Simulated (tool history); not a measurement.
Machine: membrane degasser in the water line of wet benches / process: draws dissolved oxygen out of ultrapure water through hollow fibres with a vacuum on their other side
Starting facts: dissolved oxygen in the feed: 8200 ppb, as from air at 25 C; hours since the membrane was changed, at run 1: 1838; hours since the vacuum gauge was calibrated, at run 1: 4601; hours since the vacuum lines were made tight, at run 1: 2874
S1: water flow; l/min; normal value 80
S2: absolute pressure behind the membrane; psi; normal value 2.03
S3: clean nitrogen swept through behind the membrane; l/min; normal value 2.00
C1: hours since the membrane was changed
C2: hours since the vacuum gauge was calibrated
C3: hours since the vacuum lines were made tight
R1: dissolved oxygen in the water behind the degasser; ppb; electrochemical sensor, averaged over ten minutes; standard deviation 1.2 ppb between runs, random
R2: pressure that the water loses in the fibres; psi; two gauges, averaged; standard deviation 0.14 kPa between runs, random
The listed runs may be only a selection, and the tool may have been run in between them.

run 1 day=0.000 | S1=80 S2=2.03 S3=2.00 | C1=1838 C2=4601 C3=2874 | R1=845.4 R2=5.700
run 2 day=1.262 | S1=80 S2=2.03 S3=2.00 | C1=1868 C2=4631 C3=2904 | R1=845.7 R2=5.780
run 3 day=3.308 | S1=80 S2=2.03 S3=2.00 | C1=1917 C2=4680 C3=2954 | R1=845.4 R2=5.704
run 4 day=5.138 | S1=80 S2=2.03 S3=2.00 | C1=1961 C2=4724 C3=2997 | R1=845.7 R2=5.688
run 5 day=6.521 | S1=80 S2=2.03 S3=2.00 | C1=1994 C2=4758 C3=3031 | R1=844.5 R2=5.728
run 6 day=8.117 | S1=80 S2=2.03 S3=2.00 | C1=2032 C2=4796 C3=3069 | R1=842.3 R2=5.687
run 7 day=10.008 | S1=80 S2=2.03 S3=2.00 | C1=2078 C2=4841 C3=3114 | R1=846.6 R2=5.743
run 8 day=10.917 | S1=85 S2=2.03 S3=2.00 | C1=2100 C2=4863 C3=3136 | R1=885.8 R2=6.073
run 9 day=13.029 | S1=85 S2=2.03 S3=2.00 | C1=2150 C2=4914 C3=3187 | R1=883.7 R2=6.055
run 10 day=14.438 | S1=85 S2=2.03 S3=2.00 | C1=2184 C2=4948 C3=3221 | R1=883.8 R2=6.084
run 11 day=15.538 | S1=85 S2=2.03 S3=2.00 | C1=2210 C2=4974 C3=3247 | R1=886.6 R2=6.080
run 12 day=17.033 | S1=80 S2=2.03 S3=2.00 | C1=2246 C2=5010 C3=3283 | R1=845.3 R2=5.710
run 13 day=18.933 | S1=80 S2=2.03 S3=2.00 | C1=2292 C2=5055 C3=3329 | R1=844.9 R2=5.762
run 14 day=20.100 | S1=104 S2=4.38 S3=1.19 | C1=2320 C2=5083 C3=3357 | R1=2893.6 R2=7.451
run 15 day=21.571 | S1=104 S2=4.38 S3=1.19 | C1=2355 C2=5119 C3=3392 | R1=2891.8 R2=7.433
run 16 day=23.229 | S1=116 S2=3.55 S3=3.56 | C1=2395 C2=5159 C3=3432 | R1=1322.9 R2=8.285
run 17 day=24.296 | S1=80 S2=2.03 S3=3.22 | C1=2421 C2=5184 C3=3457 | R1=595.2 R2=5.716
run 18 day=25.867 | S1=62 S2=4.90 S3=1.73 | C1=2458 C2=5222 C3=3495 | R1=1849.5 R2=4.453
run 19 day=27.242 | S1=62 S2=4.90 S3=1.73 | C1=2491 C2=5255 C3=3528 | R1=1850.7 R2=4.485
run 20 day=28.929 | S1=62 S2=4.90 S3=1.73 | C1=2532 C2=5295 C3=3568 | R1=1849.8 R2=4.456
run 21 day=30.708 | S1=62 S2=4.90 S3=1.73 | C1=2574 C2=5338 C3=3611 | R1=1846.8 R2=4.463
run 22 day=31.717 | S1=78 S2=2.99 S3=1.66 | C1=2599 C2=5362 C3=3635 | R1=1414.1 R2=5.587
run 23 day=33.183 | S1=78 S2=1.49 S3=1.31 | C1=2634 C2=5397 C3=3670 | R1=773.6 R2=5.561
run 24 day=34.192 | S1=121 S2=1.49 S3=3.03 | C1=2658 C2=5422 C3=3695 | R1=625.3 R2=8.643
run 25 day=35.821 | S1=75 S2=1.65 S3=1.51 | C1=2697 C2=5461 C3=3734 | R1=774.1 R2=5.377

Below are 3 alternative next runs, each starting from the tool's condition after run 25. Predict each:
run A day=37.762 | S1=50 S2=4.15 S3=1.14 | C1=2744 C2=5507 C3=3780 | R1=? R2=?
run B day=37.762 | S1=80 S2=2.03 S3=1.00 | C1=2744 C2=5507 C3=3780 | R1=? R2=?
run C day=37.762 | S1=75 S2=3.03 S3=1.51 | C1=2744 C2=5507 C3=3780 | R1=? R2=?

run=A R1=1818.0 R2=3.619
run=B R1=1331.2 R2=5.707
run=C R1=1491.8 R2=5.355
Take away the tool's hidden state, keep each run's random variation, and the runs would have read:
run=A R1=1804.4 R2=3.593
run=B R1=1309.4 R2=5.667
run=C R1=1476.1 R2=5.317

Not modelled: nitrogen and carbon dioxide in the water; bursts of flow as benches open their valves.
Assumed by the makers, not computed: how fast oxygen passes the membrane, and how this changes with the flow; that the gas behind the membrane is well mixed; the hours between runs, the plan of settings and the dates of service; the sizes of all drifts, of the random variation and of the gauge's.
